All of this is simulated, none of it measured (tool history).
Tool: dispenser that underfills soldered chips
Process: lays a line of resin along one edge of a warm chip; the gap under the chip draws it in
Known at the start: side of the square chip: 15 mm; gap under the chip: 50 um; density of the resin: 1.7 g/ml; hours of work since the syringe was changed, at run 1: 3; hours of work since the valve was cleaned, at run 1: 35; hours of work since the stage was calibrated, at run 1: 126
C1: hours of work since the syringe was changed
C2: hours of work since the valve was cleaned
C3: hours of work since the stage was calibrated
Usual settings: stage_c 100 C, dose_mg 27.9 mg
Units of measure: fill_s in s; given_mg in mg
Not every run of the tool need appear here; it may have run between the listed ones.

Run 1, hour 0: usual settings; C1 3; C2 35; C3 126. Result: fill_s 309.9 s, given_mg 27.09 mg.
Run 2, hour 3.3: usual settings; C1 5; C2 37; C3 128. Result: fill_s 329.1 s, given_mg 27.1 mg.
At hour 5.6: new syringe of resin.
Run 3, hour 10: usual settings; C1 3; C2 41; C3 132. Result: fill_s 300.8 s, given_mg 26.92 mg.
At hour 11.7: dispensing valve cleaned and set on the balance.
Run 4, hour 14.6: usual settings; C1 5; C2 2; C3 134. Result: fill_s 328.8 s, given_mg 27.83 mg.
At hour 17.5: new syringe of resin.
Run 5, hour 18.9: usual settings; C1 1; C2 4; C3 137. Result: fill_s 279.5 s, given_mg 27.8 mg.
Run 6, hour 24.8: usual settings; C1 5; C2 8; C3 140. Result: fill_s 313.7 s, given_mg 27.73 mg.
At hour 28.5: new syringe of resin.
Run 7, hour 31.1: usual settings but stage_c 85 C; C1 2; C2 12; C3 144. Result: fill_s 488.8 s, given_mg 27.69 mg.
Run 8, hour 37.9: usual settings but stage_c 85 C; C1 6; C2 16; C3 149. Result: fill_s 579.7 s, given_mg 27.59 mg.
At hour 39.5: new syringe of resin.
Run 9, hour 42.5: usual settings but stage_c 85 C; C1 2; C2 19; C3 151. Result: fill_s 512.2 s, given_mg 27.35 mg.
Run 10, hour 48.4: usual settings but stage_c 85 C; C1 6; C2 23; C3 155. Result: fill_s 575.7 s, given_mg 27.4 mg.
At hour 50.2: new syringe of resin.
Run 11, hour 55.9: usual settings but stage_c 85 C; C1 4; C2 28; C3 160. Result: fill_s 539.2 s, given_mg 27.21 mg.
At hour 61.4: new syringe of resin.
Run 12, hour 61.9: usual settings but stage_c 105 C; C1 0; C2 31; C3 163. Result: fill_s 237.6 s, given_mg 27.11 mg.
Run 13, hour 65.7: usual settings but stage_c 91 C, dose_mg 24.4 mg; C1 3; C2 34; C3 166. Result: fill_s 434 s, given_mg 23.67 mg.
Run 14, hour 71.5: usual settings but stage_c 93 C; C1 6; C2 37; C3 170. Result: fill_s 443 s, given_mg 26.91 mg.

What will run 15 give?
At hour 72.4: new syringe of resin.
Run 15, hour 76: usual settings but stage_c 103 C; C1 2; C2 40; C3 172. Result: fill_s ?, given_mg ?.

{"run 15": {"fill_s": 275.8, "given_mg": 26.81}}
With no hidden state in the tool, this same run would have given fill_s 257.3 s, given_mg 27.87 mg.
